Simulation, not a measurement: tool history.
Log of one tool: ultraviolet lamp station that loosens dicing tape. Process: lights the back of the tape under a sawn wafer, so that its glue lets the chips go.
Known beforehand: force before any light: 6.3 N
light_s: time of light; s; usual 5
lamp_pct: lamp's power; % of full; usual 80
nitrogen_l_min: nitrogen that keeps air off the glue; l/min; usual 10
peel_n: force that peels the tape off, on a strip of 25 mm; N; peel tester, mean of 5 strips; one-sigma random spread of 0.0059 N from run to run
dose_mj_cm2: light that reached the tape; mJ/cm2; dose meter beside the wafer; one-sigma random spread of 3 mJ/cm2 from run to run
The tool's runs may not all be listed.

{"run": 1, "hour": 0.0, "light_s": 5, "lamp_pct": 80, "nitrogen_l_min": 10, "peel_n": 0.156, "dose_mj_cm2": 459}
{"run": 2, "hour": 8.1, "light_s": 5, "lamp_pct": 80, "nitrogen_l_min": 10, "peel_n": 0.156, "dose_mj_cm2": 455}
{"run": 3, "hour": 16.6, "light_s": 5, "lamp_pct": 80, "nitrogen_l_min": 10, "peel_n": 0.164, "dose_mj_cm2": 453}
{"run": 4, "hour": 25.6, "light_s": 5, "lamp_pct": 80, "nitrogen_l_min": 10, "peel_n": 0.142, "dose_mj_cm2": 459}
{"run": 5, "hour": 33.5, "light_s": 5, "lamp_pct": 80, "nitrogen_l_min": 10, "peel_n": 0.15, "dose_mj_cm2": 457}
{"run": 6, "hour": 40.8, "light_s": 5, "lamp_pct": 80, "nitrogen_l_min": 10, "peel_n": 0.147, "dose_mj_cm2": 455}
{"run": 7, "hour": 49.6, "light_s": 5, "lamp_pct": 80, "nitrogen_l_min": 10, "peel_n": 0.153, "dose_mj_cm2": 461}
{"run": 8, "hour": 58.6, "light_s": 5, "lamp_pct": 80, "nitrogen_l_min": 10, "peel_n": 0.151, "dose_mj_cm2": 465}
{"run": 9, "hour": 66.4, "light_s": 5, "lamp_pct": 80, "nitrogen_l_min": 6, "peel_n": 0.246, "dose_mj_cm2": 458}
{"run": 10, "hour": 75.4, "light_s": 5, "lamp_pct": 80, "nitrogen_l_min": 13, "peel_n": 0.127, "dose_mj_cm2": 462}
{"run": 11, "hour": 79.3, "light_s": 5, "lamp_pct": 91, "nitrogen_l_min": 13, "peel_n": 0.092, "dose_mj_cm2": 522}
{"run": 12, "hour": 87.8, "light_s": 5, "lamp_pct": 91, "nitrogen_l_min": 13, "peel_n": 0.107, "dose_mj_cm2": 518}
{"run": 13, "hour": 93.6, "light_s": 5, "lamp_pct": 91, "nitrogen_l_min": 13, "peel_n": 0.102, "dose_mj_cm2": 521}
{"run": 14, "hour": 100.1, "light_s": 5, "lamp_pct": 91, "nitrogen_l_min": 13, "peel_n": 0.1, "dose_mj_cm2": 519}
{"run": 15, "hour": 105.9, "light_s": 5, "lamp_pct": 91, "nitrogen_l_min": 13, "peel_n": 0.103, "dose_mj_cm2": 519}
{"run": 16, "hour": 113.8, "light_s": 5, "lamp_pct": 91, "nitrogen_l_min": 13, "peel_n": 0.11, "dose_mj_cm2": 517}
{"run": 17, "hour": 120.1, "light_s": 5, "lamp_pct": 91, "nitrogen_l_min": 13, "peel_n": 0.107, "dose_mj_cm2": 520}
{"run": 18, "hour": 126.6, "light_s": 5, "lamp_pct": 91, "nitrogen_l_min": 13, "peel_n": 0.102, "dose_mj_cm2": 519}
{"run": 19, "hour": 135.8, "light_s": 5, "lamp_pct": 91, "nitrogen_l_min": 13, "peel_n": 0.095, "dose_mj_cm2": 516}
{"run": 20, "hour": 140.3, "light_s": 5, "lamp_pct": 91, "nitrogen_l_min": 13, "peel_n": 0.098, "dose_mj_cm2": 524}
{"run": 21, "hour": 148.6, "light_s": 5, "lamp_pct": 91, "nitrogen_l_min": 13, "peel_n": 0.103, "dose_mj_cm2": 522}
{"run": 22, "hour": 153.1, "light_s": 5, "lamp_pct": 91, "nitrogen_l_min": 13, "peel_n": 0.095, "dose_mj_cm2": 520}
{"run": 23, "hour": 161.4, "light_s": 5, "lamp_pct": 91, "nitrogen_l_min": 13, "peel_n": 0.105, "dose_mj_cm2": 520}
{"run": 24, "hour": 169.6, "light_s": 5, "lamp_pct": 90, "nitrogen_l_min": 9, "peel_n": 0.12, "dose_mj_cm2": 514}
{"run": 25, "hour": 178.6, "light_s": 6, "lamp_pct": 80, "nitrogen_l_min": 3, "peel_n": 0.317, "dose_mj_cm2": 552}
{"run": 26, "hour": 186.5, "light_s": 6, "lamp_pct": 80, "nitrogen_l_min": 3, "peel_n": 0.312, "dose_mj_cm2": 547}
{"run": 27, "hour": 191.9, "light_s": 5, "lamp_pct": 80, "nitrogen_l_min": 3, "peel_n": 0.491, "dose_mj_cm2": 459}
{"run": 28, "hour": 197.5, "light_s": 2, "lamp_pct": 80, "nitrogen_l_min": 4, "peel_n": 1.92, "dose_mj_cm2": 184}
{"run": 29, "hour": 204.6, "light_s": 3, "lamp_pct": 71, "nitrogen_l_min": 4, "peel_n": 1.31, "dose_mj_cm2": 244}
{"run": 30, "hour": 208.6, "light_s": 6, "lamp_pct": 83, "nitrogen_l_min": 5, "peel_n": 0.188, "dose_mj_cm2": 573}
{"run": 31, "hour": 217.4, "light_s": 9, "lamp_pct": 81, "nitrogen_l_min": 13, "peel_n": 0.079, "dose_mj_cm2": 839}
{"run": 32, "hour": 223.6, "light_s": 9, "lamp_pct": 81, "nitrogen_l_min": 13, "peel_n": 0.074, "dose_mj_cm2": 833}
{"run": 33, "hour": 229.6, "light_s": 7, "lamp_pct": 78, "nitrogen_l_min": 7, "peel_n": 0.109, "dose_mj_cm2": 625}
{"run": 34, "hour": 234.9, "light_s": 10, "lamp_pct": 82, "nitrogen_l_min": 11, "peel_n": 0.076, "dose_mj_cm2": 933}
{"run": 35, "hour": 242.6, "light_s": 5, "lamp_pct": 80, "nitrogen_l_min": 17, "peel_n": 0.11, "dose_mj_cm2": 454}
{"run": 36, "hour": 249.6, "light_s": 2, "lamp_pct": 91, "nitrogen_l_min": 17, "peel_n": 0.651, "dose_mj_cm2": 211}
{"run": 37, "hour": 256.0, "light_s": 2, "lamp_pct": 80, "nitrogen_l_min": 10, "peel_n": 1.152, "dose_mj_cm2": 182}
{"run": 38, "hour": 264.6, "light_s": 2, "lamp_pct": 80, "nitrogen_l_min": 10, "peel_n": 1.174, "dose_mj_cm2": 185}
{"run": 39, "hour": 270.0, "light_s": 3, "lamp_pct": 80, "nitrogen_l_min": 7, "peel_n": 0.696, "dose_mj_cm2": 271}
{"run": 40, "hour": 275.3, "light_s": 3, "lamp_pct": 80, "nitrogen_l_min": 7, "peel_n": 0.679, "dose_mj_cm2": 274}
{"run": 41, "hour": 282.9, "light_s": 3, "lamp_pct": 66, "nitrogen_l_min": 7, "peel_n": 1.02, "dose_mj_cm2": 227}
{"run": 42, "hour": 290.0, "light_s": 5, "lamp_pct": 88, "nitrogen_l_min": 16, "peel_n": 0.097, "dose_mj_cm2": 501}
{"run": 43, "hour": 294.6, "light_s": 5, "lamp_pct": 88, "nitrogen_l_min": 16, "peel_n": 0.103, "dose_mj_cm2": 498}
{"run": 44, "hour": 299.1, "light_s": 9, "lamp_pct": 73, "nitrogen_l_min": 10, "peel_n": 0.081, "dose_mj_cm2": 753}

Alternative continuations, all from the tool just after run 44; predict every row:
{"run": "A", "hour": 305.2, "light_s": 9, "lamp_pct": 69, "nitrogen_l_min": 10, "peel_n": "?", "dose_mj_cm2": "?"}
{"run": "B", "hour": 305.2, "light_s": 5, "lamp_pct": 80, "nitrogen_l_min": 8, "peel_n": "?", "dose_mj_cm2": "?"}
{"run": "C", "hour": 305.2, "light_s": 5, "lamp_pct": 71, "nitrogen_l_min": 10, "peel_n": "?", "dose_mj_cm2": "?"}
{"run": "D", "hour": 305.2, "light_s": 5, "lamp_pct": 82, "nitrogen_l_min": 18, "peel_n": "?", "dose_mj_cm2": "?"}

run=A peel_n=0.090 dose_mj_cm2=713
run=B peel_n=0.184 dose_mj_cm2=459
run=C peel_n=0.200 dose_mj_cm2=406
run=D peel_n=0.100 dose_mj_cm2=472
Stripped of hidden state, with their random variation kept, the same runs would have yielded:
run=A peel_n=0.090 dose_mj_cm2=713
run=B peel_n=0.183 dose_mj_cm2=459
run=C peel_n=0.199 dose_mj_cm2=406
run=D peel_n=0.100 dose_mj_cm2=472

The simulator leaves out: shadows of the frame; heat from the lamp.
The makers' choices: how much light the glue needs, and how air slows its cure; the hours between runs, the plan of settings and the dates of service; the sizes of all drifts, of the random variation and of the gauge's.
